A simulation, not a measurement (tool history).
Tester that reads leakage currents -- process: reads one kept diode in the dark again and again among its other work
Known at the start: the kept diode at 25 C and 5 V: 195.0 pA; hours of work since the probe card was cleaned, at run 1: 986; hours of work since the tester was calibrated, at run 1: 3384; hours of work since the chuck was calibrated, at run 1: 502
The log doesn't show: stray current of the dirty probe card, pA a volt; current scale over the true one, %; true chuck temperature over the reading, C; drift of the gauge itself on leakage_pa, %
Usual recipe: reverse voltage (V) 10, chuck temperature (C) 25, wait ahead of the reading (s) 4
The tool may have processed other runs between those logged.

run,day,reverse voltage (V),chuck temperature (C),wait ahead of the reading (s),hours of work since the probe card was cleaned,hours of work since the tester was calibrated,hours of work since the chuck was calibrated,current that the tester gives (pA)
1,0,10,25,4,986,3384,502,270.54
2,6.338,10,25,4,1050,3449,567,269.09
3,16.058,10,25,4,1150,3549,667,266.67
4,26.292,10,25,4,1255,3653,772,265.75
5,36.108,10,25,4,1355,3754,872,264.47
6,46.096,10,25,4,1457,3856,974,263.03
7,52.658,9.4,21,3.19,1524,3923,1041,179.35

Run 8 is up next; what results do you expect?
8,61.042,9.4,21,3.19,1610,4009,1127,?

For run 8 the tool returned current that the tester gives (pA) 178.38.
Were there no unlogged condition in the tool, this run, its random variation unchanged, would have produced current that the tester gives (pA) 187.36.
